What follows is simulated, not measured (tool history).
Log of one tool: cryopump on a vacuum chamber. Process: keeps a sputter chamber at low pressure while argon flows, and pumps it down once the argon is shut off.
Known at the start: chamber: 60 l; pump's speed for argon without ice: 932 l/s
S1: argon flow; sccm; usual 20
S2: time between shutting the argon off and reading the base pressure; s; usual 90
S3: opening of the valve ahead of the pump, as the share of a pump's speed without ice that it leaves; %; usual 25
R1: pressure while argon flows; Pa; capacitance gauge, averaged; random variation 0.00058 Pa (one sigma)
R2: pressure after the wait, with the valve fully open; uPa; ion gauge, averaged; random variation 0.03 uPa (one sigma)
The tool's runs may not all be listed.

run,hour,S1,S2,S3,R1,R2
1,0.0,20,90,25,0.1473,2.21
2,35.5,20,90,25,0.1467,2.26
3,52.2,20,90,25,0.1474,2.28
4,87.9,20,90,25,0.1469,2.28
5,116.5,20,90,25,0.1478,2.26
6,134.5,20,90,25,0.1479,2.31
7,161.6,27,90,43,0.1180,2.36
8,195.0,10,38,50,0.0377,3.96
9,223.6,20,90,25,0.1488,2.40
10,256.6,19,122,36,0.0990,2.04

Forecast each of these 4 alternatives for the next run:
A,291.1,19,28,38,?,?
B,291.1,20,90,51,?,?
C,291.1,14,122,35,?,?
D,291.1,35,96,36,?,?

run,R1,R2
A,0.0951,5.07
B,0.0751,2.49
C,0.0758,2.05
D,0.1853,2.34
Without the tool's hidden state the same runs would have given:
run,R1,R2
A,0.0910,4.12
B,0.0707,1.53
C,0.0727,1.13
D,0.1776,1.41

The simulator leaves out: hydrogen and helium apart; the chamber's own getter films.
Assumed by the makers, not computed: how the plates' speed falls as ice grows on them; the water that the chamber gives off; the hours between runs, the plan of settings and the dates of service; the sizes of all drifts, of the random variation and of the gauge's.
